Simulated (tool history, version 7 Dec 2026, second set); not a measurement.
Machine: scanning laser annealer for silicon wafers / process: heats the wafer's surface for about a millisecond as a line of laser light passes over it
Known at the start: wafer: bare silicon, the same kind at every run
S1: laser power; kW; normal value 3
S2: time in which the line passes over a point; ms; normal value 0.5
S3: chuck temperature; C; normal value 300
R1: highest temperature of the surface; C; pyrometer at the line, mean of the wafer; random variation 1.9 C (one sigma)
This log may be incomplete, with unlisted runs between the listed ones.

run 1 hour=0 | S1=3 S2=0.5 S3=300 | R1=1130
run 2 hour=55.5 | S1=3 S2=0.5 S3=300 | R1=1125
run 3 hour=113.5 | S1=3 S2=0.5 S3=300 | R1=1126
run 4 hour=153.5 | S1=3 S2=0.496 S3=300 | R1=1121
run 5 hour=215.1 | S1=3 S2=0.5 S3=300 | R1=1123
run 6 hour=268.5 | S1=3 S2=0.5 S3=300 | R1=1123
run 7 hour=332 | S1=3 S2=0.5 S3=300 | R1=1122
run 8 hour=370 | S1=3 S2=0.5 S3=300 | R1=1118
run 9 hour=411.4 | S1=3 S2=0.487 S3=300 | R1=1109
run 10 hour=462.3 | S1=3 S2=0.487 S3=300 | R1=1106
run 11 hour=508.7 | S1=3 S2=0.487 S3=300 | R1=1106
run 12 hour=553.6 | S1=3 S2=0.5 S3=300 | R1=1117
run 13 hour=612.5 | S1=3 S2=0.5 S3=300 | R1=1112
run 14 hour=664.9 | S1=3 S2=0.5 S3=300 | R1=1111
run 15 hour=727.9 | S1=3 S2=0.5 S3=300 | R1=1109
run 16 hour=769.1 | S1=3 S2=0.5 S3=273 | R1=1083
run 17 hour=813.1 | S1=3 S2=0.5 S3=273 | R1=1082
run 18 hour=856.7 | S1=3 S2=0.5 S3=273 | R1=1078
run 19 hour=896 | S1=3.164 S2=0.5 S3=300 | R1=1150
run 20 hour=962.4 | S1=3.164 S2=0.5 S3=300 | R1=1153
run 21 hour=1016 | S1=3 S2=0.457 S3=268 | R1=1035
run 22 hour=1080.2 | S1=2.909 S2=0.612 S3=268 | R1=1120
run 23 hour=1115 | S1=2.759 S2=0.5 S3=273 | R1=999
-- hour=1161.5 window over the wafer cleaned
run 24 hour=1170.5 | S1=2.759 S2=0.5 S3=269 | R1=1015
run 25 hour=1211.4 | S1=2.759 S2=0.5 S3=269 | R1=1011
run 26 hour=1240.8 | S1=2.827 S2=0.469 S3=295 | R1=1037
run 27 hour=1280.7 | S1=2.827 S2=0.451 S3=270 | R1=995
run 28 hour=1338.6 | S1=2.661 S2=0.394 S3=327 | R1=955
run 29 hour=1387.9 | S1=2.661 S2=0.394 S3=283 | R1=912
run 30 hour=1418.5 | S1=2.661 S2=0.394 S3=283 | R1=907
run 31 hour=1471.7 | S1=3 S2=0.55 S3=300 | R1=1150
-- hour=1480.7 optics aligned, line set to its width
run 32 hour=1535.2 | S1=3.247 S2=0.503 S3=269 | R1=1174
run 33 hour=1590.1 | S1=3.247 S2=0.503 S3=303 | R1=1205
run 34 hour=1620.1 | S1=3.247 S2=0.503 S3=317 | R1=1223
run 35 hour=1667.6 | S1=3.247 S2=0.503 S3=317 | R1=1221
run 36 hour=1727.6 | S1=2.664 S2=0.5 S3=300 | R1=1016
run 37 hour=1784.5 | S1=2.883 S2=0.547 S3=312 | R1=1132
run 38 hour=1822.8 | S1=2.578 S2=0.5 S3=275 | R1=960
run 39 hour=1854.8 | S1=3.21 S2=0.403 S3=333 | R1=1123
run 40 hour=1910.6 | S1=2.634 S2=0.403 S3=333 | R1=960

3 ways to go on from here, each from the tool as it stands after run 40. What would each give?
run A hour=1963.5 | S1=2.759 S2=0.431 S3=299 | R1=?
run B hour=1963.5 | S1=3 S2=0.376 S3=300 | R1=?
run C hour=1963.5 | S1=2.748 S2=0.517 S3=333 | R1=?

run=A R1=985
run=B R1=1004
run=C R1=1082
Without the tool's unlogged condition, the same runs would have read:
run=A R1=1004
run=B R1=1024
run=C R1=1103
